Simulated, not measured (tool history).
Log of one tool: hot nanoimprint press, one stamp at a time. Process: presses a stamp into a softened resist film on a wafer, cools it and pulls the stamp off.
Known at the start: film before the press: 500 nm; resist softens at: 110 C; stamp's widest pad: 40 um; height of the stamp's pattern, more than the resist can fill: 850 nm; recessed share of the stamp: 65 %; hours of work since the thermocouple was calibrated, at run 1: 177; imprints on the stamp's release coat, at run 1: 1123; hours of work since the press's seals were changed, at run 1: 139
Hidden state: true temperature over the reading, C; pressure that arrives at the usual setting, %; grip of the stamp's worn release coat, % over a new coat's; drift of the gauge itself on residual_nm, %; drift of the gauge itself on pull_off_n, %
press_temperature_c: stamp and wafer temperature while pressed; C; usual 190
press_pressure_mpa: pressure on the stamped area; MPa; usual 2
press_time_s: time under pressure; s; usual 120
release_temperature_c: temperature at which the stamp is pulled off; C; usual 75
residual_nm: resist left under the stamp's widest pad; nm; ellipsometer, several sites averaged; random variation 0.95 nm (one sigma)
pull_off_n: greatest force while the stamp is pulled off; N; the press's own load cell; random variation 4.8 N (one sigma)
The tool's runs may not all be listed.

| run | day | press_temperature_c | press_pressure_mpa | press_time_s | release_temperature_c | hours of work since the thermocouple was calibrated | imprints on the stamp's release coat | hours of work since the press's seals were changed | residual_nm | pull_off_n |
|---|---|---|---|---|---|---|---|---|---|---|
| 1 | 0 | 190 | 2 | 120 | 75 | 177 | 1123 | 139 | 183.6 | 236 |
| 2 | 0.275 | 190 | 2 | 120 | 75 | 180 | 1142 | 142 | 182.2 | 228 |
| 3 | 0.654 | 190 | 2 | 120 | 75 | 185 | 1169 | 147 | 182.2 | 245 |
| 4 | 0.921 | 190 | 2 | 120 | 75 | 188 | 1188 | 150 | 181.8 | 239 |
| 5 | 1.129 | 190 | 2 | 120 | 77 | 190 | 1203 | 152 | 181.3 | 240 |
| 6 | 1.458 | 202 | 2 | 120 | 75 | 194 | 1227 | 156 | 112.3 | 234 |
| 7 | 1.792 | 202 | 2 | 120 | 75 | 197 | 1250 | 159 | 112.2 | 231 |
| 8 | 2.125 | 190 | 2 | 120 | 75 | 201 | 1274 | 163 | 178.8 | 238 |
| 9 | 2.467 | 190 | 2 | 153 | 75 | 205 | 1298 | 167 | 161.5 | 236 |
| 10 | 2.788 | 190 | 2 | 120 | 75 | 208 | 1321 | 170 | 179.1 | 228 |
| 11 | 2.971 | 190 | 2 | 120 | 75 | 211 | 1334 | 173 | 179.3 | 229 |
| 12 | 3.162 | 190 | 2 | 106 | 75 | 213 | 1348 | 175 | 188.6 | 226 |
| 13 | 3.417 | 190 | 2 | 120 | 75 | 216 | 1366 | 177 | 178.4 | 228 |
| 14 | 3.696 | 190 | 2 | 120 | 75 | 219 | 1386 | 181 | 177.6 | 237 |
|  | 3.754 | gauge calibrated |
| 15 | 4.075 | 190 | 2 | 120 | 75 | 223 | 1413 | 185 | 181.7 | 236 |
| 16 | 4.271 | 190 | 2 | 120 | 75 | 225 | 1427 | 187 | 181.9 | 240 |
| 17 | 4.658 | 190 | 2 | 120 | 75 | 229 | 1454 | 191 | 181.2 | 240 |
| 18 | 4.875 | 195 | 2 | 120 | 60 | 232 | 1470 | 194 | 148.3 | 267 |
| 19 | 5.121 | 200 | 2.47 | 120 | 75 | 235 | 1487 | 196 | 108.2 | 237 |
| 20 | 5.329 | 181 | 1.69 | 120 | 75 | 237 | 1502 | 199 | 277.7 | 236 |
| 21 | 5.575 | 198 | 2.43 | 185 | 78 | 240 | 1520 | 202 | 97.5 | 229 |
| 22 | 5.862 | 198 | 2.71 | 218 | 78 | 243 | 1540 | 205 | 85.4 | 238 |
| 23 | 6.217 | 183 | 1.68 | 68 | 69 | 247 | 1565 | 209 | 309.1 | 246 |
| 24 | 6.417 | 183 | 1.68 | 68 | 69 | 249 | 1580 | 211 | 307.4 | 243 |
| 25 | 6.783 | 183 | 1.68 | 68 | 78 | 253 | 1606 | 215 | 308.3 | 226 |
| 26 | 7.183 | 187 | 1.7 | 93 | 60 | 257 | 1634 | 219 | 237 | 264 |
| 27 | 7.492 | 196 | 1.97 | 79 | 73 | 261 | 1656 | 223 | 167.1 | 239 |
| 28 | 7.758 | 196 | 1.97 | 79 | 73 | 264 | 1675 | 226 | 166.9 | 244 |
| 29 | 8.058 | 196 | 1.97 | 79 | 73 | 267 | 1697 | 229 | 166.2 | 242 |
| 30 | 8.362 | 199 | 1.55 | 120 | 75 | 271 | 1718 | 233 | 140.4 | 229 |
| 31 | 8.758 | 199 | 1.55 | 120 | 75 | 275 | 1746 | 237 | 138.9 | 239 |

How the hidden state differs across the entries between the runs, from the last listed run before each to the first after it:
Between runs 14 and 15: gauge calibrated (day 3.754)
  drift of the gauge itself on residual_nm, %: -2.89 -> -0.25
  measured less the result without the state, residual_nm: -5.1 -> -0.2 nm

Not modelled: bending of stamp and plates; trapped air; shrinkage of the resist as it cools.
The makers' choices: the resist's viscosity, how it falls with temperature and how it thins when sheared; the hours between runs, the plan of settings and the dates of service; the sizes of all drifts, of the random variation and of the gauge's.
